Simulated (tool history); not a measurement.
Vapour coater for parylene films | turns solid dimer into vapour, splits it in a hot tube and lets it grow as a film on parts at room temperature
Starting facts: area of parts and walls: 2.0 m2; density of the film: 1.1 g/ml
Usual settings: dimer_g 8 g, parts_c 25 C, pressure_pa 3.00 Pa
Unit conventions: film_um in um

| run | hour | dimer_g | parts_c | pressure_pa | film_um |
|---|---|---|---|---|---|
| 1 | 0.0 | 8 | 25 | 3.00 | 2.38 |
| 2 | 14.1 | 14 | 25 | 3.00 | 4.15 |
| 3 | 28.4 | 14 | 25 | 3.00 | 4.18 |
| 4 | 36.6 | 14 | 25 | 3.00 | 4.17 |
| 5 | 48.9 | 8 | 25 | 3.00 | 2.39 |
| 6 | 60.0 | 8 | 25 | 3.00 | 2.37 |
| 7 | 77.2 | 8 | 25 | 3.00 | 2.37 |
| 8 | 87.6 | 8 | 25 | 3.00 | 2.38 |
| 9 | 97.7 | 8 | 25 | 3.00 | 2.37 |
| 10 | 107.7 | 8 | 25 | 3.00 | 2.34 |
| 11 | 124.3 | 8 | 25 | 3.00 | 2.39 |
| 12 | 135.4 | 8 | 25 | 3.00 | 2.38 |
| 13 | 153.2 | 6 | 25 | 3.00 | 1.79 |
| 14 | 163.3 | 8 | 25 | 3.00 | 2.37 |
| 15 | 174.0 | 8 | 25 | 3.00 | 2.36 |
| 16 | 191.7 | 8 | 25 | 3.00 | 2.36 |
| 17 | 199.6 | 8 | 33 | 3.00 | 1.93 |
| 18 | 215.7 | 8 | 33 | 3.00 | 1.92 |
| 19 | 233.1 | 8 | 25 | 11.71 | 1.70 |
| 20 | 251.7 | 8 | 25 | 11.71 | 1.67 |
| 21 | 260.2 | 8 | 25 | 2.30 | 2.48 |
| 22 | 278.2 | 8 | 25 | 2.30 | 2.50 |
| 23 | 293.9 | 3 | 25 | 3.00 | 0.87 |
| 24 | 304.5 | 3 | 25 | 3.00 | 0.86 |
| 25 | 313.8 | 3 | 25 | 3.21 | 0.86 |
| 26 | 326.1 | 8 | 25 | 5.92 | 1.96 |
| 27 | 339.5 | 8 | 25 | 5.92 | 1.96 |
| 28 | 351.8 | 10 | 27 | 2.28 | 2.98 |
| 29 | 367.0 | 8 | 25 | 11.07 | 1.68 |
| 30 | 384.9 | 8 | 25 | 9.30 | 1.77 |
| 31 | 395.0 | 6 | 33 | 3.00 | 1.43 |
| 32 | 409.3 | 6 | 33 | 9.75 | 1.06 |
| 33 | 419.6 | 5 | 33 | 10.00 | 0.88 |
| 34 | 427.6 | 5 | 29 | 10.00 | 0.98 |
| 35 | 441.6 | 8 | 28 | 9.05 | 1.64 |
| 36 | 451.9 | 3 | 28 | 10.76 | 0.59 |
| 37 | 470.4 | 8 | 20 | 3.37 | 2.57 |
| 38 | 484.7 | 7 | 20 | 3.37 | 2.26 |
| 39 | 499.2 | 7 | 20 | 3.37 | 2.26 |
| 40 | 517.4 | 9 | 33 | 6.80 | 1.75 |
| 41 | 536.3 | 9 | 33 | 6.80 | 1.70 |
| 42 | 547.8 | 9 | 34 | 7.06 | 1.67 |
| 43 | 564.3 | 4 | 25 | 5.41 | 0.98 |
| 44 | 582.7 | 3 | 25 | 9.02 | 0.65 |
| 45 | 596.0 | 3 | 17 | 2.89 | 1.06 |
| 46 | 612.6 | 3 | 17 | 2.89 | 1.09 |

Removed from this log: 2 entries logged between the listed runs. Between which two listed runs does each belong, and how does the tool's hidden state at the listed run before it compare with that at the listed run after it?
Between runs 27 and 28: table's thermometer calibrated (hour 342.1)
  vapour lost through the trap's worn valve, %: 3.4 -> 3.5
  measured minus no-state result, film_um: -0.07 -> -0.11 um
Between runs 36 and 37: table's thermometer calibrated, once more (hour 455.4)
  vapour lost through the trap's worn valve, %: 4.1 -> 4.2; true temperature of the parts over the reading, C: -0.04 -> -0.09
  measured minus no-state result, film_um: -0.03 -> -0.11 um
